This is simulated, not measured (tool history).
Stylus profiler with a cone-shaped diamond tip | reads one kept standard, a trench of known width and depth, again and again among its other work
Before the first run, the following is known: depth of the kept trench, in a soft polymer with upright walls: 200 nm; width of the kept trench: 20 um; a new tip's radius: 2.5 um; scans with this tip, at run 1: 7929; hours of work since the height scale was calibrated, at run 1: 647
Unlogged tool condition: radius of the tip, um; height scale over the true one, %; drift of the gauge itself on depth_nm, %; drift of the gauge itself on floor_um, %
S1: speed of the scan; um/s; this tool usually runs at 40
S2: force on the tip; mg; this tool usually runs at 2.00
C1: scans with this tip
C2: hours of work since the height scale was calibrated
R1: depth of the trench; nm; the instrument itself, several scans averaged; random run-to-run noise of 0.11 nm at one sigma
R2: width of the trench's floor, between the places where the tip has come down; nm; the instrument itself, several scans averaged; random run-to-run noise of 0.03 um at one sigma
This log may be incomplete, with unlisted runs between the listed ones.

| run | hour | S1 | S2 | C1 | C2 | R1 | R2 |
|---|---|---|---|---|---|---|---|
| 1 | 0.0 | 40 | 2.00 | 7929 | 647 | 202.08 | 17490 |
| 2 | 123.0 | 40 | 3.54 | 8927 | 729 | 202.79 | 17430 |
| 3 | 189.7 | 40 | 3.54 | 9468 | 773 | 202.95 | 17410 |
|  | 247.6 | height scale calibrated on a step standard |
| 4 | 247.6 | 40 | 3.54 | 9933 | 0 | 202.06 | 17490 |
| 5 | 348.3 | 40 | 3.54 | 10749 | 67 | 202.11 | 17390 |
| 6 | 472.3 | 149 | 2.00 | 11754 | 149 | 201.61 | 16740 |
| 7 | 548.9 | 149 | 0.76 | 12375 | 199 | 200.70 | 16280 |
| 8 | 651.4 | 149 | 0.76 | 13206 | 267 | 201.10 | 16210 |
| 9 | 772.1 | 149 | 0.76 | 14184 | 347 | 200.96 | 16180 |
| 10 | 851.6 | 40 | 2.00 | 14829 | 400 | 201.83 | 17180 |
| 11 | 901.9 | 40 | 2.00 | 15237 | 433 | 201.62 | 17150 |
| 12 | 970.5 | 40 | 2.00 | 15793 | 478 | 201.69 | 17110 |
| 13 | 1036.8 | 40 | 2.00 | 16330 | 522 | 201.91 | 17100 |
| 14 | 1150.0 | 40 | 2.00 | 17248 | 597 | 201.97 | 17090 |
| 15 | 1226.9 | 40 | 0.72 | 17871 | 648 | 201.35 | 16890 |
| 16 | 1306.0 | 40 | 0.72 | 18513 | 700 | 201.50 | 16890 |
| 17 | 1417.9 | 40 | 2.00 | 19420 | 775 | 201.99 | 16960 |
|  | 1474.8 | height scale calibrated on a step standard |
| 18 | 1484.1 | 40 | 2.00 | 19952 | 6 | 201.44 | 16920 |
| 19 | 1601.7 | 40 | 2.00 | 20906 | 84 | 201.47 | 16940 |
| 20 | 1690.0 | 50 | 2.00 | 21622 | 142 | 201.52 | 16870 |
| 21 | 1760.7 | 50 | 2.00 | 22195 | 189 | 201.54 | 16830 |
| 22 | 1881.5 | 50 | 2.00 | 23175 | 269 | 201.65 | 16820 |
| 23 | 1970.0 | 50 | 2.00 | 23892 | 328 | 201.71 | 16700 |
| 24 | 2048.4 | 15 | 2.95 | 24528 | 380 | 202.13 | 16940 |
| 25 | 2130.2 | 13 | 1.09 | 25190 | 434 | 201.36 | 16890 |
| 26 | 2182.3 | 58 | 1.88 | 25613 | 468 | 201.99 | 16660 |
| 27 | 2256.9 | 25 | 1.28 | 26218 | 518 | 201.53 | 16850 |
|  | 2282.3 | new tip fitted, height scale calibrated |
| 28 | 2310.6 | 98 | 1.95 | 230 | 19 | 201.03 | 17460 |
| 29 | 2430.5 | 98 | 1.21 | 1202 | 98 | 201.06 | 17310 |
| 30 | 2500.7 | 45 | 1.21 | 1771 | 145 | 201.06 | 17620 |
| 31 | 2553.0 | 45 | 1.21 | 2195 | 179 | 201.15 | 17580 |
| 32 | 2647.3 | 45 | 1.21 | 2959 | 242 | 201.08 | 17590 |
| 33 | 2764.2 | 109 | 0.69 | 3907 | 319 | 201.02 | 16850 |
| 34 | 2817.1 | 64 | 1.49 | 4336 | 354 | 201.47 | 17430 |
| 35 | 2913.9 | 53 | 1.26 | 5120 | 418 | 201.47 | 17370 |
| 36 | 3025.0 | 40 | 1.00 | 6021 | 492 | 201.19 | 17380 |
| 37 | 3083.1 | 40 | 1.00 | 6492 | 530 | 201.27 | 17400 |
| 38 | 3146.2 | 40 | 1.00 | 7004 | 572 | 201.42 | 17350 |
| 39 | 3244.3 | 40 | 1.00 | 7799 | 637 | 201.38 | 17320 |
| 40 | 3335.2 | 41 | 4.64 | 8536 | 697 | 203.14 | 17400 |
| 41 | 3412.2 | 136 | 1.18 | 9160 | 748 | 201.70 | 16650 |
| 42 | 3473.8 | 13 | 0.89 | 9659 | 789 | 201.49 | 17410 |
|  | 3506.3 | height scale calibrated on a step standard |
| 43 | 3568.2 | 67 | 1.38 | 10421 | 41 | 201.09 | 17090 |
| 44 | 3637.8 | 40 | 0.69 | 10985 | 87 | 200.52 | 17170 |
| 45 | 3725.9 | 122 | 2.43 | 11700 | 145 | 201.55 | 16870 |
| 46 | 3776.8 | 69 | 2.00 | 12112 | 179 | 201.33 | 17100 |

How would selected steps in R1 from run to run divide? Give the signed amount a tool lacking its hidden state would still show from settings, what came in and random variation, and the signed amount left for the hidden state, including any gauge scatter that is not in both of the compared results.
Run 3 -> 4: height scale calibrated on a step standard. R1 -0.89 nm: hidden state -0.79, all else -0.10.
Run 17 -> 18: height scale calibrated on a step standard. R1 -0.55 nm: hidden state -0.75, all else +0.20.
Run 39 -> 40: S1 40 -> 41, S2 1.00 -> 4.64. R1 +1.76 nm: hidden state +0.07, all else +1.69.
Run 40 -> 41: S1 41 -> 136, S2 4.64 -> 1.18. R1 -1.44 nm: hidden state +0.05, all else -1.49.
Run 42 -> 43: S1 13 -> 67, S2 0.89 -> 1.38, height scale calibrated on a step standard. R1 -0.40 nm: hidden state -0.72, all else +0.32.
Run 44 -> 45: S1 40 -> 122, S2 0.69 -> 2.43. R1 +1.03 nm: hidden state +0.05, all else +0.98.
